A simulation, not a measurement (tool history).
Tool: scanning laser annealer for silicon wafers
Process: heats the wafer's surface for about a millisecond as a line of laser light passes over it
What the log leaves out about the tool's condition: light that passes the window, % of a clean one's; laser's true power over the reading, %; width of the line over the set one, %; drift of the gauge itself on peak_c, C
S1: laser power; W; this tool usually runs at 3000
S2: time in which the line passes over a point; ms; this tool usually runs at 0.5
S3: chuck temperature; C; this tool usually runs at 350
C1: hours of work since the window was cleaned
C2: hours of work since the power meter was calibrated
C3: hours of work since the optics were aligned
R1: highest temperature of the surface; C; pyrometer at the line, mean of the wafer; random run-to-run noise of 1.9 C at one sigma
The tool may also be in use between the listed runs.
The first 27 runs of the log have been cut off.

run	day	S1	S2	S3	C1	C2	C3	R1
28	9.012	2864	0.47	336	407	365	443	1039
29	9.3	3000	0.433	322	412	370	448	1028
30	9.717	3000	0.433	322	420	378	455	1029
31	10.167	3259	0.364	329	428	386	463	1038
32	10.5	2944	0.48	366	434	392	469	1099
33	10.967	2944	0.48	366	442	400	478	1099
34	11.35	3037	0.357	332	449	407	484	982
35	11.821	2670	0.55	384	457	415	493	1088
36	12.217	2930	0.474	384	464	422	500	1105
37	12.638	3000	0.5	377	472	430	507	1134
38	13.079	2604	0.5	343	479	437	515	997
39	13.342	3041	0.422	359	484	442	520	1063
# day 13.617: window over the wafer cleaned
40	13.846	2832	0.5	315	4	450	527	1052
41	14.217	2832	0.363	315	11	456	534	943
42	14.646	2832	0.363	315	18	464	542	942

Below are 3 alternative next runs, each starting from the tool's condition after run 42. Predict each:
A	14.938	3000	0.406	350	23	469	547	?
B	14.938	3000	0.507	350	23	469	547	?
C	14.938	3032	0.363	354	23	469	547	?

run	R1
A	1055
B	1137
C	1030
With no hidden state in the tool, these same runs would have given:
run	R1
A	1066
B	1149
C	1041
